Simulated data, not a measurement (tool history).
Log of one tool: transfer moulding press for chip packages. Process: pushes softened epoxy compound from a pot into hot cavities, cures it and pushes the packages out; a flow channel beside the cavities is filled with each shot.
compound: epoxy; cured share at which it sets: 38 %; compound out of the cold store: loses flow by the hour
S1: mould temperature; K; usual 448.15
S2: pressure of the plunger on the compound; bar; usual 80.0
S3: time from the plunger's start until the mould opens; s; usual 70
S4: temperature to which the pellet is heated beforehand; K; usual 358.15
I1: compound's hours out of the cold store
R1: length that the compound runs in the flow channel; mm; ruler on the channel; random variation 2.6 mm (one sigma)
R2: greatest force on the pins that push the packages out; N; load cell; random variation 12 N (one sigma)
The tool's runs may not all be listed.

run 1 hour=0.0 | S1=448.15 S2=80.0 S3=70 S4=358.15 | I1=16.8 | R1=629 R2=581
run 2 hour=59.0 | S1=448.15 S2=80.0 S3=70 S4=358.15 | I1=38.2 | R1=595 R2=586
-- hour=76.5 cavities cleaned with cleaning compound and waxed
run 3 hour=118.6 | S1=448.15 S2=80.0 S3=70 S4=358.15 | I1=35.1 | R1=601 R2=568
run 4 hour=152.9 | S1=448.15 S2=80.0 S3=70 S4=358.15 | I1=32.8 | R1=601 R2=578
-- hour=169.7 cavities cleaned with cleaning compound and waxed
run 5 hour=192.1 | S1=448.15 S2=80.0 S3=70 S4=358.15 | I1=38.1 | R1=596 R2=596
run 6 hour=231.8 | S1=448.15 S2=80.0 S3=70 S4=365.15 | I1=35.7 | R1=600 R2=555
-- hour=264.7 cavities cleaned with cleaning compound and waxed
run 7 hour=278.3 | S1=448.15 S2=80.0 S3=70 S4=358.15 | I1=23.7 | R1=613 R2=597
run 8 hour=309.1 | S1=448.15 S2=80.0 S3=64 S4=358.15 | I1=15.5 | R1=625 R2=723
-- hour=333.3 plunger's sealing rings changed
-- hour=363.6 cavities cleaned with cleaning compound and waxed
run 9 hour=367.5 | S1=448.15 S2=80.0 S3=78 S4=358.15 | I1=13.9 | R1=635 R2=483
run 10 hour=410.8 | S1=448.15 S2=80.0 S3=78 S4=358.15 | I1=26.9 | R1=609 R2=499
run 11 hour=453.7 | S1=448.15 S2=80.0 S3=78 S4=358.15 | I1=21.9 | R1=618 R2=504
-- hour=461.9 cavities cleaned with cleaning compound and waxed
run 12 hour=509.6 | S1=448.15 S2=80.0 S3=78 S4=358.15 | I1=45.5 | R1=584 R2=483
-- hour=558.7 cavities cleaned with cleaning compound and waxed
run 13 hour=571.2 | S1=448.15 S2=80.0 S3=78 S4=358.15 | I1=18.6 | R1=627 R2=495
run 14 hour=604.6 | S1=448.15 S2=80.0 S3=70 S4=358.15 | I1=16.0 | R1=632 R2=587
run 15 hour=643.8 | S1=444.15 S2=82.7 S3=50 S4=355.15 | I1=16.6 | R1=651 R2=1794
-- hour=652.1 cavities cleaned with cleaning compound and waxed
-- hour=669.1 plunger's sealing rings changed
run 16 hour=707.5 | S1=448.15 S2=80.0 S3=81 S4=358.15 | I1=41.5 | R1=592 R2=448
-- hour=749.3 cavities cleaned with cleaning compound and waxed
run 17 hour=753.3 | S1=448.15 S2=80.0 S3=81 S4=358.15 | I1=41.2 | R1=593 R2=437
run 18 hour=799.7 | S1=448.15 S2=61.9 S3=70 S4=356.15 | I1=26.1 | R1=538 R2=601
-- hour=842.4 cavities cleaned with cleaning compound and waxed
run 19 hour=856.8 | S1=442.15 S2=87.1 S3=70 S4=356.15 | I1=20.9 | R1=660 R2=902
run 20 hour=912.5 | S1=442.15 S2=68.7 S3=86 S4=349.15 | I1=45.7 | R1=555 R2=536
-- hour=940.1 cavities cleaned with cleaning compound and waxed
run 21 hour=985.2 | S1=442.15 S2=68.7 S3=86 S4=349.15 | I1=29.9 | R1=577 R2=532
-- hour=1000.9 plunger's sealing rings changed
-- hour=1038.6 cavities cleaned with cleaning compound and waxed
run 22 hour=1041.2 | S1=449.15 S2=90.0 S3=70 S4=358.15 | I1=9.9 | R1=678 R2=562
run 23 hour=1078.5 | S1=453.15 S2=76.9 S3=82 S4=365.15 | I1=12.5 | R1=612 R2=424
run 24 hour=1126.1 | S1=453.15 S2=76.9 S3=69 S4=349.15 | I1=12.7 | R1=603 R2=498
-- hour=1132.0 cavities cleaned with cleaning compound and waxed
run 25 hour=1161.8 | S1=442.15 S2=65.0 S3=109 S4=362.15 | I1=47.6 | R1=536 R2=445
run 26 hour=1201.4 | S1=442.15 S2=65.0 S3=109 S4=362.15 | I1=22.4 | R1=571 R2=433
-- hour=1225.0 cavities cleaned with cleaning compound and waxed
run 27 hour=1267.1 | S1=455.15 S2=65.0 S3=109 S4=356.15 | I1=29.4 | R1=531 R2=423

Forecast each of these 5 alternatives for the next run:
run A hour=1312.9 | S1=455.15 S2=65.0 S3=87 S4=356.15 | I1=47.4 | R1=? R2=?
run B hour=1312.9 | S1=450.15 S2=74.2 S3=100 S4=356.15 | I1=27.2 | R1=? R2=?
run C hour=1312.9 | S1=455.15 S2=65.0 S3=99 S4=364.15 | I1=36.2 | R1=? R2=?
run D hour=1312.9 | S1=448.15 S2=80.0 S3=70 S4=354.15 | I1=18.0 | R1=? R2=?
run E hour=1312.9 | S1=454.15 S2=86.8 S3=64 S4=356.15 | I1=8.5 | R1=? R2=?

run=A R1=506 R2=427
run=B R1=580 R2=437
run=C R1=521 R2=420
run=D R1=624 R2=594
run=E R1=656 R2=551
Without the tool's hidden state the same runs would have given:
run=A R1=507 R2=419
run=B R1=581 R2=429
run=C R1=522 R2=412
run=D R1=625 R2=585
run=E R1=657 R2=542
